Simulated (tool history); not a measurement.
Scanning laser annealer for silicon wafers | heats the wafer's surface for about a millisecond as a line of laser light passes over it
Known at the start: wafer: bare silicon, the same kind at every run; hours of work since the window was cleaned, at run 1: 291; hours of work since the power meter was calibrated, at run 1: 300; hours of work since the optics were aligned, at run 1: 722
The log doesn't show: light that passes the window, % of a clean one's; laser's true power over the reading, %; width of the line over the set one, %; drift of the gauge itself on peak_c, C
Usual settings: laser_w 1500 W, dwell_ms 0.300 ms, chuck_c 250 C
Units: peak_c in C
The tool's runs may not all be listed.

run	hour	laser_w	dwell_ms	chuck_c	hours of work since the window was cleaned	hours of work since the power meter was calibrated	hours of work since the optics were aligned	peak_c
1	0.0	1500	0.300	250	291	300	722	1018
2	7.4	1500	0.319	250	295	304	726	1044
3	14.4	1500	0.289	250	299	308	730	998
4	24.7	1500	0.289	217	305	314	736	967
5	36.6	1500	0.300	257	312	321	743	1021
6	50.0	1500	0.223	257	320	329	751	904
7	60.8	1500	0.223	257	326	335	757	905
8	75.7	1500	0.223	257	335	344	765	902
9	90.0	1500	0.300	250	343	352	774	1012
10	100.9	1500	0.300	250	349	358	780	1007
11	115.1	1500	0.300	250	357	367	788	1008
12	122.9	1477	0.300	250	362	371	793	993
13	135.9	1477	0.300	250	369	378	800	993
14	148.5	1477	0.300	250	376	386	807	991
15	162.1	1477	0.300	250	384	394	815	989
16	171.9	1477	0.300	250	390	399	821	986
17	182.7	1477	0.300	250	396	405	827	988
18	195.4	1500	0.300	250	404	413	834	1004
19	203.6	1555	0.361	222	408	418	839	1096
20	210.5	1555	0.361	222	412	422	843	1093
21	224.0	1497	0.340	224	420	429	851	1032
22	236.2	1522	0.243	234	427	436	858	918
23	247.1	1355	0.225	218	433	443	864	775
24	261.0	1500	0.370	250	441	451	872	1093
25	277.0	1500	0.370	250	451	460	881	1091
26	285.8	1500	0.283	236	456	465	887	962
27	296.5	1277	0.282	235	462	471	893	817

Run 28 comes next. What will it give?
# hour 302.5: window over the wafer cleaned
28	314.0	1277	0.282	235	7	480	902	?

{"run 28": {"peak_c": 852}}
Without the tool's hidden state the same run would have given peak_c 864 C.
